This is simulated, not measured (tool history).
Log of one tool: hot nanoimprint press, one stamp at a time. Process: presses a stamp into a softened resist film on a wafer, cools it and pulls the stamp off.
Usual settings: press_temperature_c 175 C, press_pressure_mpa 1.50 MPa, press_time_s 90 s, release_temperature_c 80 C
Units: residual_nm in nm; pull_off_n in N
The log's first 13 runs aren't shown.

run,hour,press_temperature_c,press_pressure_mpa,press_time_s,release_temperature_c,hours of work since the thermocouple was calibrated,imprints on the stamp's release coat,hours of work since the press's seals were changed,residual_nm,pull_off_n
14,311.8,175,1.59,90,80,297,86,781,140.1,114
15,344.6,175,1.59,90,80,313,190,797,140.5,115
16,377.2,175,1.13,79,80,328,292,812,174.6,116
17,405.2,163,2.17,104,80,342,381,825,192.7,118
18,424.1,163,2.17,104,80,351,441,834,191.8,116
19,438.3,163,2.17,104,80,357,486,841,192.8,115
20,458.5,176,2.39,90,85,367,549,851,106.3,106
21,489.2,176,2.39,90,85,381,646,865,107.1,106
22,508.3,175,1.10,105,80,391,707,874,160.0,115
23,528.3,175,1.10,105,80,400,770,884,159.5,116
# hour 552.0: gauge calibrated
24,557.2,175,0.92,90,67,414,861,898,189.6,137
# hour 568.4: stamp cleaned and given a new release coat
# hour 585.0: plate thermocouple calibrated
25,595.5,175,0.92,90,67,5,76,912,186.6,137
26,618.1,185,1.48,90,80,16,147,922,98.7,114
27,642.1,185,1.48,90,80,27,223,934,97.8,115
28,666.5,166,1.50,80,83,39,300,945,219.7,107
29,700.8,170,1.24,90,80,55,409,962,196.9,114
30,729.6,170,1.24,90,80,69,500,975,197.8,112

Forecast each of these 3 alternatives for the next run:
A,747.4,175,1.50,46,70,77,556,984,?,?
B,747.4,165,1.50,52,85,77,556,984,?,?
C,747.4,170,2.18,90,80,77,556,984,?,?

run,residual_nm,pull_off_n
A,183.1,135
B,253.4,107
C,149.5,114
Without the tool's hidden state the same runs would have given:
run,residual_nm,pull_off_n
A,184.8,135
B,255.8,106
C,150.9,114

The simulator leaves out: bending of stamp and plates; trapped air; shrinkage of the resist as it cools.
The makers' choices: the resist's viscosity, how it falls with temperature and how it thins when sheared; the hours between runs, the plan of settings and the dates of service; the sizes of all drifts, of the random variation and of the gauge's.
